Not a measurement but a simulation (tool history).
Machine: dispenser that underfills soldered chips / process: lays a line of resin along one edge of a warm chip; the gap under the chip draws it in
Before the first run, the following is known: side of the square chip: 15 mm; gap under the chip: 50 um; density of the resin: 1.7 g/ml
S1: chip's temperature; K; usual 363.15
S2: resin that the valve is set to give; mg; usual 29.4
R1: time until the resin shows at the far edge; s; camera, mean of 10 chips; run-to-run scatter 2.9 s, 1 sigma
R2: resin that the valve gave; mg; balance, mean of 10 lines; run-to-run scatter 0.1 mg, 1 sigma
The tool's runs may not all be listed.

{"run": 1, "hour": 0.0, "S1": 363.15, "S2": 29.4, "R1": 384.4, "R2": 28.88}
{"run": 2, "hour": 5.2, "S1": 374.15, "S2": 29.4, "R1": 369.8, "R2": 28.62}
{"hour": 7.1, "done": "new syringe of resin"}
{"hour": 11.9, "done": "dispensing valve cleaned and set on the balance"}
{"run": 3, "hour": 11.9, "S1": 363.15, "S2": 29.4, "R1": 354.5, "R2": 29.38}
{"hour": 19.8, "done": "new syringe of resin"}
{"run": 4, "hour": 22.7, "S1": 363.15, "S2": 29.4, "R1": 332.3, "R2": 29.24}
{"run": 5, "hour": 27.8, "S1": 363.15, "S2": 28.3, "R1": 461.7, "R2": 27.96}
{"hour": 31.6, "done": "new syringe of resin"}
{"run": 6, "hour": 38.1, "S1": 363.15, "S2": 28.3, "R1": 429.5, "R2": 27.95}
{"hour": 43.0, "done": "new syringe of resin"}
{"run": 7, "hour": 47.6, "S1": 363.15, "S2": 29.4, "R1": 371.3, "R2": 29.03}
{"hour": 54.4, "done": "new syringe of resin"}
{"run": 8, "hour": 59.8, "S1": 363.15, "S2": 31.0, "R1": 386.6, "R2": 30.75}
{"hour": 66.0, "done": "new syringe of resin"}
{"hour": 69.0, "done": "dispensing valve cleaned and set on the balance"}
{"run": 9, "hour": 70.5, "S1": 363.15, "S2": 29.4, "R1": 340.4, "R2": 29.33}
{"hour": 78.4, "done": "new syringe of resin"}
{"run": 10, "hour": 80.3, "S1": 363.15, "S2": 29.4, "R1": 305.5, "R2": 29.18}
{"run": 11, "hour": 87.2, "S1": 355.15, "S2": 37.0, "R1": 618.7, "R2": 36.53}
{"hour": 90.1, "done": "new syringe of resin"}
{"run": 12, "hour": 95.0, "S1": 363.15, "S2": 26.9, "R1": 374.0, "R2": 26.61}
{"hour": 102.2, "done": "new syringe of resin"}
{"run": 13, "hour": 106.5, "S1": 363.15, "S2": 26.9, "R1": 365.4, "R2": 26.45}
{"run": 14, "hour": 112.6, "S1": 367.15, "S2": 30.1, "R1": 468.5, "R2": 29.68}
{"hour": 113.7, "done": "new syringe of resin"}
{"run": 15, "hour": 119.9, "S1": 363.15, "S2": 27.3, "R1": 410.3, "R2": 26.56}
{"hour": 125.5, "done": "new syringe of resin"}
{"hour": 126.5, "done": "dispensing valve cleaned and set on the balance"}
{"run": 16, "hour": 127.0, "S1": 363.15, "S2": 37.6, "R1": 268.3, "R2": 37.51}
{"run": 17, "hour": 135.5, "S1": 363.15, "S2": 37.6, "R1": 466.1, "R2": 37.33}
{"hour": 138.6, "done": "new syringe of resin"}
{"run": 18, "hour": 144.2, "S1": 363.15, "S2": 37.6, "R1": 391.4, "R2": 37.16}
{"hour": 150.1, "done": "new syringe of resin"}
{"run": 19, "hour": 156.1, "S1": 353.15, "S2": 28.7, "R1": 570.8, "R2": 28.1}

Consider 4 possible next runs. They are alternatives, not a sequence: every one starts from the tool as it was left by run 19. What does each give?
{"hour": 161.7, "done": "new syringe of resin"}
{"run": "A", "hour": 165.3, "S1": 349.15, "S2": 29.4, "R1": "?", "R2": "?"}
{"hour": 161.7, "done": "new syringe of resin"}
{"run": "B", "hour": 165.3, "S1": 349.15, "S2": 32.3, "R1": "?", "R2": "?"}
{"hour": 161.7, "done": "new syringe of resin"}
{"run": "C", "hour": 165.3, "S1": 358.15, "S2": 29.4, "R1": "?", "R2": "?"}
{"hour": 161.7, "done": "new syringe of resin"}
{"run": "D", "hour": 165.3, "S1": 350.15, "S2": 28.7, "R1": "?", "R2": "?"}

run=A R1=562.0 R2=28.90
run=B R1=564.2 R2=31.57
run=C R1=412.4 R2=29.00
run=D R1=556.4 R2=28.26
Without the tool's unlogged condition, the same runs would have read:
run=A R1=470.3 R2=29.43
run=B R1=472.7 R2=32.16
run=C R1=344.1 R2=29.54
run=D R1=465.4 R2=28.79

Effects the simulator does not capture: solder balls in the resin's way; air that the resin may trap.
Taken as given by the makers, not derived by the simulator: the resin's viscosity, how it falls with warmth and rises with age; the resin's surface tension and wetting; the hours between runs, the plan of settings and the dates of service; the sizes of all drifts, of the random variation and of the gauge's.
